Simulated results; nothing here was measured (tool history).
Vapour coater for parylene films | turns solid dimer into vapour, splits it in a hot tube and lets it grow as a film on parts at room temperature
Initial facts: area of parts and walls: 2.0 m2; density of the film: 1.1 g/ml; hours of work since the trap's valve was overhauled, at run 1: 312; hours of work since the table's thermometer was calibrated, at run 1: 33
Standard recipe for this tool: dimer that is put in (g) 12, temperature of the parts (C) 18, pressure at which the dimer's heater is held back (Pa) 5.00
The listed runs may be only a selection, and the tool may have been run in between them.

| run | hour | dimer that is put in (g) | temperature of the parts (C) | pressure at which the dimer's heater is held back (Pa) | hours of work since the trap's valve was overhauled | hours of work since the table's thermometer was calibrated | thickness of the film (nm) |
|---|---|---|---|---|---|---|---|
| 1 | 0.0 | 12 | 18 | 5.00 | 312 | 33 | 2455 |
| 2 | 8.5 | 12 | 18 | 5.00 | 316 | 37 | 2482 |
| 3 | 18.0 | 12 | 18 | 5.00 | 320 | 42 | 2456 |
| 4 | 34.5 | 12 | 18 | 5.00 | 328 | 49 | 2463 |
| 5 | 46.4 | 12 | 18 | 5.00 | 333 | 55 | 2466 |
| 6 | 57.0 | 12 | 18 | 5.00 | 338 | 60 | 2468 |
| 7 | 72.1 | 12 | 18 | 5.00 | 345 | 67 | 2461 |
| 8 | 80.0 | 12 | 18 | 5.00 | 349 | 70 | 2460 |
| 9 | 92.9 | 12 | 18 | 5.00 | 355 | 76 | 2463 |
| 10 | 102.8 | 12 | 13 | 5.00 | 360 | 81 | 3083 |
| 11 | 121.2 | 12 | 13 | 5.00 | 368 | 89 | 3065 |
| 12 | 135.6 | 12 | 13 | 5.00 | 375 | 96 | 3065 |
| 13 | 151.0 | 12 | 18 | 5.00 | 382 | 103 | 2464 |
| 14 | 164.8 | 12 | 18 | 5.00 | 388 | 110 | 2442 |
| 15 | 174.5 | 12 | 18 | 5.00 | 393 | 114 | 2457 |
| 16 | 188.1 | 12 | 18 | 8.96 | 399 | 120 | 2273 |
| 17 | 197.1 | 12 | 18 | 8.96 | 403 | 125 | 2276 |
| 18 | 210.1 | 12 | 18 | 8.96 | 409 | 131 | 2275 |
| 19 | 223.7 | 12 | 18 | 3.29 | 416 | 137 | 2573 |
| 20 | 238.0 | 12 | 18 | 3.29 | 422 | 144 | 2570 |
| 21 | 254.6 | 12 | 18 | 3.29 | 430 | 151 | 2580 |
| 22 | 267.4 | 14 | 18 | 5.00 | 436 | 157 | 2847 |
| 23 | 282.4 | 14 | 18 | 5.00 | 443 | 164 | 2857 |
| 24 | 290.7 | 14 | 18 | 5.00 | 447 | 168 | 2842 |

Forecast run 25:
| 25 | 305.2 | 17 | 12 | 3.52 | 453 | 175 | ? |

{"run 25": {"thickness of the film (nm)": 4734}}
Minus the tool's unlogged condition, the same run would have read thickness of the film (nm) 4798.
